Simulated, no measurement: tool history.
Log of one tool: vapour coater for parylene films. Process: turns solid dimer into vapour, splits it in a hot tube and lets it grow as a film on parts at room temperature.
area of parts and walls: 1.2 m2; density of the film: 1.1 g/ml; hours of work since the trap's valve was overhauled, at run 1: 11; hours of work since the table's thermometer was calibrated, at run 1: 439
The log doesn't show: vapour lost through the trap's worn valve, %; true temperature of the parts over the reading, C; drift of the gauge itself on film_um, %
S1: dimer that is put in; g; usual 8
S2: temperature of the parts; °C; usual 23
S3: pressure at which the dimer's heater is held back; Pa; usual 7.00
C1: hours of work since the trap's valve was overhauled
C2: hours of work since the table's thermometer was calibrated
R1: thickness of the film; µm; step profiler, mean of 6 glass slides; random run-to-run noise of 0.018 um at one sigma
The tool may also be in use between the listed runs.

run    hour  S1  S2    S3   C1    C2    R1
  1     0.0   8  23  7.00   11   439  2.72
  2    39.4   8  23  7.00   27   455  2.71
  3    89.9   8  23  7.00   47   476  2.74
  4   143.1   8  23  7.00   69   498  2.71
  5   189.2   8  23  7.00   88   516  2.71
  6   230.9   8  23  7.00  105   534  2.74
  7   302.8   8  20  7.00  134   563  2.93
  8   354.1   8  20  7.00  155   584  2.92
  9   426.1   8  21  7.00  184   613  2.89
 10   466.7   8  21  7.00  201   630  2.87
 11   509.6   8  21  7.00  219   647  2.87
 12   560.0   8  23  7.00  239   668  2.72
 13   597.7   8  23  7.00  255   683  2.72
 14   664.7   8  23  7.00  282   711  2.70
 15   707.4   8  23  7.00  299   728  2.73
 16   791.4   8  23  7.00  334   762  2.71
 17   846.0   4  23  7.00  356   785  1.39
 18   888.7   8  23  7.00  373   802  2.73
 19   955.6   8  21  7.00  401   829  2.89
 20   998.6   8  21  2.40  418   847  3.50
 21  1054.3  11  23  7.00  441   870  3.76
 22  1137.6  11  23  7.00  475   904  3.74
 23  1195.3   5  23  7.00  498   927  1.69
 24  1248.9   8  24  3.41  520   949  3.02
 25  1326.1   8  33  9.78  552   980  1.98
 26  1410.9   7  18  7.00  586  1015  2.69
 27  1452.4   5  21  7.00  603  1032  1.80
 28  1537.0   6  33  5.33  638  1066  1.67
     1565.0  -- trap's valve overhauled
 29  1625.1   8  21  2.12   25  1101  3.58
 30  1694.0   8  28  5.26   53  1129  2.50
 31  1755.6   8  28  5.26   78  1154  2.55
 32  1806.2   8  23  7.00   98  1175  2.69
 33  1878.0  12  15  8.86  128  1204  4.81
 34  1957.1   6  23  5.88  160  1236  2.11
 35  2038.5   6  23  5.88  193  1270  2.10
 36  2094.9   8  17  4.12  216  1293  3.50
 37  2149.9   3  29  3.81  239  1315  0.98
 38  2225.9  10  29  3.81  270  1346  3.28
 39  2268.0   8  26  3.59  287  1363  2.86
 40  2336.3   8  16  5.46  315  1391  3.34

How the hidden state differs across the entries between the runs, from the last listed run before each to the first after it:
From run 28 to run 29: trap's valve overhauled (hour 1565.0)
  vapour lost through the trap's worn valve, %: 0.2 -> 0
